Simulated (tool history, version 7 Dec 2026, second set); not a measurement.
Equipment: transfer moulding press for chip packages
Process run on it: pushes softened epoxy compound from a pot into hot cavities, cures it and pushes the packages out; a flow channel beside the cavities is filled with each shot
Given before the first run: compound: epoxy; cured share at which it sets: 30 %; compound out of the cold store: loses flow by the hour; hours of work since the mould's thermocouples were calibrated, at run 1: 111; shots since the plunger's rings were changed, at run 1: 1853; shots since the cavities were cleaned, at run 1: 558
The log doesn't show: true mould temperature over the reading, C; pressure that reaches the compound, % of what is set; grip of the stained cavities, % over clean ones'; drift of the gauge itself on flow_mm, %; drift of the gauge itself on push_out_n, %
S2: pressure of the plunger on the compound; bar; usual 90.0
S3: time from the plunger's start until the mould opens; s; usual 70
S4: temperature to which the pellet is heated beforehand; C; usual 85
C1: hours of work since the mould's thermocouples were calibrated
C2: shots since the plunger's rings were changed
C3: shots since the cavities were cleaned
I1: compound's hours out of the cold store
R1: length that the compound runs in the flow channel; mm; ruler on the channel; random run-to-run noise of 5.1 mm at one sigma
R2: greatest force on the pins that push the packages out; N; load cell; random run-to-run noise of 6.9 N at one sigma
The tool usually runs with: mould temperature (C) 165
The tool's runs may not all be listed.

Run 1, day 0.000: usual settings; C1 111; C2 1853; C3 558; I1 33.0. Result: R1 813 mm, R2 277 N.
At day 0.438: cavities cleaned with cleaning compound and waxed.
Run 2, day 0.817: usual settings; C1 119; C2 2035; C3 92; I1 37.1. Result: R1 799 mm, R2 282 N.
Run 3, day 1.275: usual settings; C1 123; C2 2146; C3 203; I1 27.9. Result: R1 829 mm, R2 275 N.
Run 4, day 1.783: usual settings; C1 128; C2 2270; C3 327; I1 10.2. Result: R1 889 mm, R2 300 N.
Run 5, day 2.175: usual settings but S4 77 C; C1 132; C2 2363; C3 420; I1 23.9. Result: R1 844 mm, R2 295 N.
Run 6, day 2.538: usual settings but S4 77 C; C1 136; C2 2451; C3 508; I1 38.9. Result: R1 796 mm, R2 295 N.
Run 7, day 2.946: usual settings but S4 77 C; C1 140; C2 2550; C3 607; I1 39.7. Result: R1 793 mm, R2 290 N.
At day 3.179: cavities cleaned with cleaning compound and waxed.
Run 8, day 3.421: usual settings; C1 144; C2 2650; C3 59; I1 30.8. Result: R1 826 mm, R2 280 N.
Run 9, day 4.217: usual settings; C1 152; C2 2842; C3 251; I1 20.4. Result: R1 863 mm, R2 288 N.
Run 10, day 4.858: usual settings but S3 59 s; C1 159; C2 2997; C3 406; I1 33.6. Result: R1 822 mm, R2 431 N.
Run 11, day 5.579: usual settings but S3 59 s; C1 166; C2 3172; C3 581; I1 11.7. Result: R1 885 mm, R2 465 N.
At day 5.929: cavities cleaned with cleaning compound and waxed.
Run 12, day 6.004: usual settings but S3 59 s; C1 170; C2 3259; C3 18; I1 34.4. Result: R1 818 mm, R2 428 N.
Run 13, day 6.533: usual settings; C1 175; C2 3387; C3 146; I1 15.1. Result: R1 878 mm, R2 291 N.
Run 14, day 7.075: usual settings; C1 180; C2 3518; C3 277; I1 16.4. Result: R1 863 mm, R2 295 N.
Run 15, day 7.742: usual settings; C1 187; C2 3679; C3 438; I1 11.7. Result: R1 886 mm, R2 304 N.
Run 16, day 8.392: usual settings; C1 194; C2 3836; C3 595; I1 10.8. Result: R1 895 mm, R2 304 N.
At day 8.721: cavities cleaned with cleaning compound and waxed.
Run 17, day 9.112: usual settings; C1 200; C2 3995; C3 95; I1 20.4. Result: R1 861 mm, R2 297 N.
Run 18, day 9.504: usual settings but mould temperature (C) 167, S2 69.4 bar, S4 83 C; C1 204; C2 4090; C3 190; I1 39.3. Result: R1 689 mm, R2 255 N.
Run 19, day 10.100: usual settings but mould temperature (C) 167, S2 69.4 bar, S4 83 C; C1 210; C2 4234; C3 334; I1 36.2. Result: R1 703 mm, R2 240 N.
Run 20, day 10.838: usual settings but mould temperature (C) 158, S2 82.8 bar, S3 67 s, S4 78 C; C1 218; C2 4412; C3 512; I1 21.6. Result: R1 846 mm, R2 504 N.
Run 21, day 11.175: usual settings but mould temperature (C) 160, S2 81.7 bar, S3 53 s, S4 81 C; C1 221; C2 4493; C3 593; I1 15.7. Result: R1 850 mm, R2 696 N.
At day 11.475: cavities cleaned with cleaning compound and waxed.
Run 22, day 11.583: usual settings but mould temperature (C) 163, S2 99.8 bar, S3 53 s, S4 81 C; C1 225; C2 4578; C3 27; I1 15.8. Result: R1 932 mm, R2 648 N.
Run 23, day 12.175: usual settings but mould temperature (C) 169, S2 74.8 bar; C1 231; C2 4720; C3 169; I1 43.7. Result: R1 702 mm, R2 209 N.
Run 24, day 12.721: usual settings but mould temperature (C) 169, S2 74.8 bar, S4 79 C; C1 236; C2 4852; C3 301; I1 34.9. Result: R1 735 mm, R2 222 N.
Run 25, day 13.504: usual settings but mould temperature (C) 169, S2 80.3 bar, S3 80 s, S4 83 C; C1 244; C2 5041; C3 490; I1 8.3. Result: R1 853 mm, R2 182 N.
Run 26, day 14.012: usual settings but mould temperature (C) 161, S2 83.4 bar, S3 95 s, S4 83 C; C1 249; C2 5165; C3 614; I1 10.5. Result: R1 868 mm, R2 192 N.
At day 14.254: cavities cleaned with cleaning compound and waxed.
Run 27, day 14.675: usual settings but S4 78 C; C1 255; C2 5309; C3 101; I1 14.0. Result: R1 885 mm, R2 311 N.
Run 28, day 15.267: usual settings but S4 78 C; C1 261; C2 5452; C3 244; I1 24.4. Result: R1 850 mm, R2 303 N.
Run 29, day 16.021: usual settings but S3 64 s; C1 269; C2 5635; C3 427; I1 19.9. Result: R1 858 mm, R2 366 N.

Take each entry between the runs: how does the hidden state at the last listed run before it differ from the hidden state at the first listed run after it?
From run 1 to run 2: cavities cleaned with cleaning compound and waxed (day 0.438)
  grip of the stained cavities, % over clean ones': 0.6 -> 0.2
From run 7 to run 8: cavities cleaned with cleaning compound and waxed (day 3.179)
  grip of the stained cavities, % over clean ones': 0.6 -> 0.2
From run 11 to run 12: cavities cleaned with cleaning compound and waxed (day 5.929)
  grip of the stained cavities, % over clean ones': 0.6 -> 0.1
From run 16 to run 17: cavities cleaned with cleaning compound and waxed (day 8.721)
  grip of the stained cavities, % over clean ones': 0.6 -> 0.2
From run 21 to run 22: cavities cleaned with cleaning compound and waxed (day 11.475)
  grip of the stained cavities, % over clean ones': 0.6 -> 0.1
From run 26 to run 27: cavities cleaned with cleaning compound and waxed (day 14.254)
  grip of the stained cavities, % over clean ones': 0.6 -> 0.2
